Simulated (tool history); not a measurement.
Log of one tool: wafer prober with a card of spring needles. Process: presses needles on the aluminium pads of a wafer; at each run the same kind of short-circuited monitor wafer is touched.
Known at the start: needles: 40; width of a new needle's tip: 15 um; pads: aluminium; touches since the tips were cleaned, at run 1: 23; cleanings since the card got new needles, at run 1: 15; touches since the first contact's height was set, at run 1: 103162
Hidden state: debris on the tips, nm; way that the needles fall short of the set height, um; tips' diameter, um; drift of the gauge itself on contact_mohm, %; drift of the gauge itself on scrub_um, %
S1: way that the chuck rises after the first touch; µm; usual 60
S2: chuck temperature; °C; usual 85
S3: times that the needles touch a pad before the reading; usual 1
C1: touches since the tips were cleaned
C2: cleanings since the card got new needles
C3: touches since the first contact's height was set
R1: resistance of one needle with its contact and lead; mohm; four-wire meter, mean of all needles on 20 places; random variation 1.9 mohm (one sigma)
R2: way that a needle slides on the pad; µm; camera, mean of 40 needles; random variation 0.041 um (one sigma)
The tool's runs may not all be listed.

run 1 hour=0.0 | S1=60 S2=85 S3=1 | C1=23 C2=15 C3=103162 | R1=197 R2=12.96
run 2 hour=9.0 | S1=60 S2=85 S3=1 | C1=3874 C2=15 C3=107013 | R1=199 R2=13.07
run 3 hour=13.3 | S1=60 S2=85 S3=1 | C1=5697 C2=15 C3=108836 | R1=197 R2=12.99
-- hour=14.1 tips cleaned on abrasive film
run 4 hour=20.5 | S1=60 S2=85 S3=1 | C1=2732 C2=16 C3=111856 | R1=197 R2=13.01
-- hour=23.0 height of the first contact set anew
-- hour=28.6 tips cleaned on abrasive film
run 5 hour=28.6 | S1=60 S2=85 S3=1 | C1=0 C2=17 C3=2358 | R1=191 R2=13.03
run 6 hour=34.9 | S1=63 S2=85 S3=1 | C1=2686 C2=17 C3=5044 | R1=198 R2=13.61
run 7 hour=41.9 | S1=63 S2=85 S3=1 | C1=5647 C2=17 C3=8005 | R1=195 R2=13.61
-- hour=43.4 tips cleaned on abrasive film
run 8 hour=49.4 | S1=45 S2=85 S3=1 | C1=2561 C2=18 C3=11176 | R1=200 R2=9.79
-- hour=57.9 tips cleaned on abrasive film
run 9 hour=58.7 | S1=45 S2=85 S3=1 | C1=308 C2=19 C3=15063 | R1=200 R2=9.71
run 10 hour=68.5 | S1=45 S2=85 S3=1 | C1=4483 C2=19 C3=19238 | R1=199 R2=9.68
-- hour=72.6 tips cleaned on abrasive film
run 11 hour=76.6 | S1=60 S2=118 S3=1 | C1=1712 C2=20 C3=22654 | R1=203 R2=12.97
run 12 hour=84.5 | S1=60 S2=118 S3=1 | C1=5076 C2=20 C3=26018 | R1=203 R2=13.04
-- hour=87.0 tips cleaned on abrasive film
run 13 hour=89.1 | S1=60 S2=118 S3=1 | C1=888 C2=21 C3=27918 | R1=202 R2=13.02
run 14 hour=97.2 | S1=60 S2=82 S3=1 | C1=4347 C2=21 C3=31377 | R1=194 R2=13.01
-- hour=101.1 tips cleaned on abrasive film
run 15 hour=107.3 | S1=60 S2=85 S3=1 | C1=2638 C2=22 C3=35613 | R1=196 R2=13.04
run 16 hour=112.7 | S1=60 S2=85 S3=1 | C1=4975 C2=22 C3=37950 | R1=194 R2=12.99
-- hour=115.0 tips cleaned on abrasive film
run 17 hour=121.4 | S1=60 S2=70 S3=1 | C1=2712 C2=23 C3=41586 | R1=193 R2=13.05
run 18 hour=127.8 | S1=54 S2=70 S3=2 | C1=5441 C2=23 C3=44315 | R1=195 R2=11.68
-- hour=129.2 tips cleaned on abrasive film
run 19 hour=133.7 | S1=55 S2=79 S3=2 | C1=1893 C2=24 C3=46775 | R1=196 R2=11.86
run 20 hour=142.8 | S1=54 S2=79 S3=2 | C1=5767 C2=24 C3=50649 | R1=195 R2=11.75
-- hour=143.5 tips cleaned on abrasive film
run 21 hour=152.2 | S1=75 S2=85 S3=1 | C1=3671 C2=25 C3=54603 | R1=189 R2=16.28
-- hour=157.6 tips cleaned on abrasive film
run 22 hour=161.2 | S1=68 S2=113 S3=2 | C1=1496 C2=26 C3=58386 | R1=202 R2=14.72
run 23 hour=166.5 | S1=57 S2=64 S3=2 | C1=3779 C2=26 C3=60669 | R1=190 R2=12.38
run 24 hour=170.9 | S1=57 S2=64 S3=2 | C1=5660 C2=26 C3=62550 | R1=194 R2=12.35
-- hour=171.7 tips cleaned on abrasive film
run 25 hour=177.8 | S1=40 S2=64 S3=2 | C1=2627 C2=27 C3=65443 | R1=202 R2=8.68
-- hour=185.7 tips cleaned on abrasive film
run 26 hour=186.3 | S1=75 S2=92 S3=2 | C1=247 C2=28 C3=68985 | R1=193 R2=16.29
run 27 hour=192.6 | S1=75 S2=92 S3=2 | C1=2935 C2=28 C3=71673 | R1=194 R2=16.22
run 28 hour=196.7 | S1=75 S2=27 S3=2 | C1=4683 C2=28 C3=73421 | R1=180 R2=16.20
-- hour=200.0 tips cleaned on abrasive film
run 29 hour=205.7 | S1=58 S2=90 S3=1 | C1=2447 C2=29 C3=77222 | R1=195 R2=12.51
run 30 hour=211.6 | S1=50 S2=68 S3=1 | C1=4942 C2=29 C3=79717 | R1=196 R2=10.84
-- hour=214.2 tips cleaned on abrasive film
run 31 hour=217.7 | S1=48 S2=71 S3=1 | C1=1504 C2=30 C3=82279 | R1=198 R2=10.34

Forecast run 32:
run 32 hour=224.0 | S1=48 S2=62 S3=1 | C1=4179 C2=30 C3=84954 | R1=? R2=?

{"run 32": {"R1": 195, "R2": 10.38}}
Without the tool's hidden state the same run would have given R1 194 mohm, R2 10.38 µm.
